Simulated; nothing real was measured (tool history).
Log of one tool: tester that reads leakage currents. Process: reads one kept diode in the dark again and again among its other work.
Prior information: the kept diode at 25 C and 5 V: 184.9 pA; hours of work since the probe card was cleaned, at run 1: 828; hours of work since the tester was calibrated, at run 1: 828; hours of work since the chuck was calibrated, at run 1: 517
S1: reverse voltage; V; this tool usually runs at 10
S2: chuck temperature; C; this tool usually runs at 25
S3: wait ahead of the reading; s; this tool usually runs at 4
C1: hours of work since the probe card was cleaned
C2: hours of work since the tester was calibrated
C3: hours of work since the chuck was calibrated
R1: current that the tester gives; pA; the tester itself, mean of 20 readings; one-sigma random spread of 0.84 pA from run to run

Run 1, hour 0: usual settings; C1 828; C2 828; C3 517. Result: R1 278.47 pA.
Run 2, hour 74.1: usual settings but S2 34 C; C1 875; C2 875; C3 565. Result: R1 588.57 pA.
Run 3, hour 166.1: usual settings but S2 34 C; C1 934; C2 934; C3 623. Result: R1 588.27 pA.
Run 4, hour 297: usual settings but S2 27 C; C1 1018; C2 1018; C3 707. Result: R1 330.6 pA.
Run 5, hour 391.4: usual settings but S2 27 C; C1 1078; C2 1078; C3 768. Result: R1 329.04 pA.
Run 6, hour 533.7: usual settings but S2 27 C; C1 1169; C2 1169; C3 859. Result: R1 330.3 pA.
Run 7, hour 659: usual settings but S2 27 C; C1 1250; C2 1250; C3 939. Result: R1 329.21 pA.
At hour 747.3: probe card cleaned and baked.
Run 8, hour 751.9: usual settings but S1 16.3 V; C1 3; C2 1307; C3 996. Result: R1 371.05 pA.
Run 9, hour 810.2: usual settings but S1 16.3 V; C1 40; C2 1344; C3 1034. Result: R1 372.67 pA.
Run 10, hour 889.7: usual settings but S1 5.5 V; C1 91; C2 1395; C3 1085. Result: R1 195.3 pA.
Run 11, hour 1016.8: usual settings but S1 5.5 V; C1 173; C2 1477; C3 1166. Result: R1 196.56 pA.
Run 12, hour 1124.2: usual settings but S1 5.5 V; C1 241; C2 1545; C3 1235. Result: R1 195.77 pA.
Run 13, hour 1239.4: usual settings but S1 5.5 V, S2 32 C; C1 315; C2 1619; C3 1308. Result: R1 352.58 pA.
Run 14, hour 1371: usual settings; C1 399; C2 1703; C3 1393. Result: R1 277.82 pA.
Run 15, hour 1449.5: usual settings but S2 34 C; C1 449; C2 1754; C3 1443. Result: R1 591.64 pA.
Run 16, hour 1581.9: usual settings; C1 534; C2 1838; C3 1528. Result: R1 278.76 pA.
Run 17, hour 1660.1: usual settings; C1 584; C2 1888; C3 1578. Result: R1 279.27 pA.
Run 18, hour 1749.5: usual settings but S3 7.24 s; C1 641; C2 1946; C3 1635. Result: R1 278.65 pA.
Run 19, hour 1831.2: usual settings but S3 7.24 s; C1 694; C2 1998; C3 1687. Result: R1 278.6 pA.
At hour 1866.8: tester calibrated.
Run 20, hour 1975.2: usual settings; C1 785; C2 69; C3 1778. Result: R1 278.53 pA.
Run 21, hour 2068.3: usual settings but S1 8.9 V, S2 43 C; C1 844; C2 129; C3 1838. Result: R1 1111.14 pA.
Run 22, hour 2200.8: usual settings but S1 2.6 V, S2 43 C, S3 0.87 s; C1 929; C2 214; C3 1922. Result: R1 535.62 pA.
Run 23, hour 2329.5: usual settings but S1 2.6 V, S2 43 C, S3 0.87 s; C1 1011; C2 296; C3 2005. Result: R1 538.55 pA.
Run 24, hour 2471.5: usual settings but S1 1.3 V, S2 26 C, S3 1.24 s; C1 1102; C2 387; C3 2096. Result: R1 90.8 pA.
At hour 2495.5: chuck's temperature calibrated.
Run 25, hour 2615.4: usual settings but S1 1.3 V, S2 26 C, S3 1.24 s; C1 1193; C2 478; C3 77. Result: R1 91.35 pA.
Run 26, hour 2713.3: usual settings but S1 4.1 V, S2 28 C, S3 0.54 s; C1 1256; C2 540; C3 139. Result: R1 213.38 pA.
At hour 2788.5: probe card cleaned and baked.
Run 27, hour 2835: usual settings but S1 5.3 V, S2 37 C, S3 0.45 s; C1 30; C2 616; C3 215. Result: R1 515.72 pA.
Run 28, hour 2975.5: usual settings but S1 5.3 V, S2 57 C, S3 3.22 s; C1 120; C2 706; C3 305. Result: R1 2281.97 pA.
Run 29, hour 3074.1: usual settings but S1 16.7 V, S2 46 C, S3 2.65 s; C1 183; C2 769; C3 368. Result: R1 2021.53 pA.
Run 30, hour 3153.1: usual settings but S1 1.7 V, S2 56 C, S3 2.65 s; C1 233; C2 820; C3 419. Result: R1 1083.28 pA.
Run 31, hour 3252: usual settings but S1 1.7 V, S2 56 C, S3 2.65 s; C1 297; C2 883; C3 482. Result: R1 1086.29 pA.
Run 32, hour 3326.2: usual settings but S1 1.7 V, S2 56 C, S3 2.65 s; C1 344; C2 931; C3 530. Result: R1 1089.39 pA.
Run 33, hour 3432.7: usual settings but S1 3.8 V, S2 46 C, S3 2.65 s; C1 412; C2 999; C3 598. Result: R1 842.75 pA.
Run 34, hour 3565.2: usual settings but S1 15.3 V, S2 21 C, S3 0.71 s; C1 497; C2 1084; C3 683. Result: R1 254.41 pA.
Run 35, hour 3640.1: usual settings but S1 10.5 V, S2 21 C, S3 1.17 s; C1 545; C2 1132; C3 731. Result: R1 204.71 pA.
Run 36, hour 3724.4: usual settings but S1 2.6 V, S2 55 C, S3 0.3 s; C1 599; C2 1186; C3 785. Result: R1 1295.26 pA.
Run 37, hour 3827.1: usual settings but S1 13.3 V, S3 6.98 s; C1 665; C2 1251; C3 850. Result: R1 330.72 pA.
Run 38, hour 3967.5: usual settings but S1 2.1 V, S2 20 C, S3 3.33 s; C1 755; C2 1341; C3 940. Result: R1 71.8 pA.
Run 39, hour 4107.1: usual settings but S1 2.1 V, S2 20 C, S3 3.33 s; C1 844; C2 1431; C3 1029. Result: R1 72.11 pA.
Run 40, hour 4251.5: usual settings but S1 1.6 V, S2 24 C, S3 4.35 s; C1 936; C2 1523; C3 1122. Result: R1 86.55 pA.

Consider 4 possible next runs. They are alternatives, not a sequence: every one starts from the tool as it was left by run 40. What does each give?
Run A, hour 4310.1: usual settings but S1 12.7 V, S2 24 C, S3 4.35 s; C1 974; C2 1560; C3 1159. Result: R1 ?.
Run B, hour 4310.1: usual settings but S1 1.6 V, S2 20 C, S3 7.01 s; C1 974; C2 1560; C3 1159. Result: R1 ?.
Run C, hour 4310.1: usual settings but S1 1.6 V, S2 35 C, S3 3.2 s; C1 974; C2 1560; C3 1159. Result: R1 ?.
Run D, hour 4310.1: usual settings but S1 1.4 V; C1 974; C2 1560; C3 1159. Result: R1 ?.

run      R1
  A  294.27
  B   61.09
  C  215.89
  D   87.81
Without the tool's hidden state the same runs would have given:
run      R1
  A  294.33
  B   61.11
  C     216
  D   87.85

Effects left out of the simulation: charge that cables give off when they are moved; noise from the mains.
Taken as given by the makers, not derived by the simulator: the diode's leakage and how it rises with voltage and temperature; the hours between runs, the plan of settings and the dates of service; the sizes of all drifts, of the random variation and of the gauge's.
